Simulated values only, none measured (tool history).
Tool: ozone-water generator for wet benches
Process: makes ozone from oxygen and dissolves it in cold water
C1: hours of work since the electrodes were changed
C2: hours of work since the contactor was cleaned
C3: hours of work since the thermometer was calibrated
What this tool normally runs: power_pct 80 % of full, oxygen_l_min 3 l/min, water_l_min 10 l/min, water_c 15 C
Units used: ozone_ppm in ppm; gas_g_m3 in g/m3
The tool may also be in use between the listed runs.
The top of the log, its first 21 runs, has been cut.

run 22 hour=1051.1 | power_pct=63 oxygen_l_min=3 water_l_min=10 water_c=15 | C1=1695 C2=1967 C3=2873 | ozone_ppm=30.5 gas_g_m3=237.9
run 23 hour=1092.4 | power_pct=49 oxygen_l_min=3 water_l_min=10 water_c=15 | C1=1736 C2=2008 C3=2914 | ozone_ppm=26.8 gas_g_m3=207.6
run 24 hour=1142.7 | power_pct=49 oxygen_l_min=3 water_l_min=10 water_c=15 | C1=1786 C2=2058 C3=2963 | ozone_ppm=26.4 gas_g_m3=208.5
run 25 hour=1175.1 | power_pct=43 oxygen_l_min=1.96 water_l_min=10 water_c=18 | C1=1818 C2=2090 C3=2995 | ozone_ppm=22.4 gas_g_m3=235.6
run 26 hour=1229.4 | power_pct=80 oxygen_l_min=3.53 water_l_min=13 water_c=15 | C1=1872 C2=2143 C3=3049 | ozone_ppm=28.2 gas_g_m3=250.9
run 27 hour=1257.2 | power_pct=80 oxygen_l_min=3.53 water_l_min=13 water_c=15 | C1=1899 C2=2171 C3=3077 | ozone_ppm=28.4 gas_g_m3=252.3
run 28 hour=1308.6 | power_pct=80 oxygen_l_min=3.53 water_l_min=13 water_c=15 | C1=1950 C2=2222 C3=3127 | ozone_ppm=28.1 gas_g_m3=253.8
run 29 hour=1356.8 | power_pct=41 oxygen_l_min=1.8 water_l_min=11 water_c=9 | C1=1997 C2=2269 C3=3175 | ozone_ppm=21.6 gas_g_m3=237.1
run 30 hour=1389.7 | power_pct=41 oxygen_l_min=1.8 water_l_min=11 water_c=9 | C1=2030 C2=2302 C3=3208 | ozone_ppm=21.5 gas_g_m3=235
run 31 hour=1448.6 | power_pct=80 oxygen_l_min=3 water_l_min=12 water_c=15 | C1=2088 C2=2360 C3=3266 | ozone_ppm=29.4 gas_g_m3=273.3
run 32 hour=1494.2 | power_pct=78 oxygen_l_min=3 water_l_min=10 water_c=15 | C1=2133 C2=2405 C3=3311 | ozone_ppm=34.1 gas_g_m3=266.7
run 33 hour=1545.6 | power_pct=91 oxygen_l_min=3 water_l_min=9 water_c=15 | C1=2184 C2=2456 C3=3362 | ozone_ppm=39.9 gas_g_m3=289.9
run 34 hour=1577.1 | power_pct=55 oxygen_l_min=2.55 water_l_min=11 water_c=15 | C1=2215 C2=2487 C3=3393 | ozone_ppm=25.6 gas_g_m3=240

3 options for the next run, each taken on its own from the tool as it stands now. Forecast them:
run A hour=1616.6 | power_pct=55 oxygen_l_min=2.55 water_l_min=14 water_c=19 | C1=2254 C2=2526 C3=3432 | ozone_ppm=? gas_g_m3=?
run B hour=1616.6 | power_pct=79 oxygen_l_min=3.06 water_l_min=8 water_c=15 | C1=2254 C2=2526 C3=3432 | ozone_ppm=? gas_g_m3=?
run C hour=1616.6 | power_pct=83 oxygen_l_min=2.43 water_l_min=6 water_c=15 | C1=2254 C2=2526 C3=3432 | ozone_ppm=? gas_g_m3=?

run=A ozone_ppm=19.4 gas_g_m3=240.4
run=B ozone_ppm=40.2 gas_g_m3=268.5
run=C ozone_ppm=49.5 gas_g_m3=300.2
Had the tool no hidden state, the same runs would have come out as:
run=A ozone_ppm=19.4 gas_g_m3=233.7
run=B ozone_ppm=40.2 gas_g_m3=261.1
run=C ozone_ppm=49.5 gas_g_m3=291.8
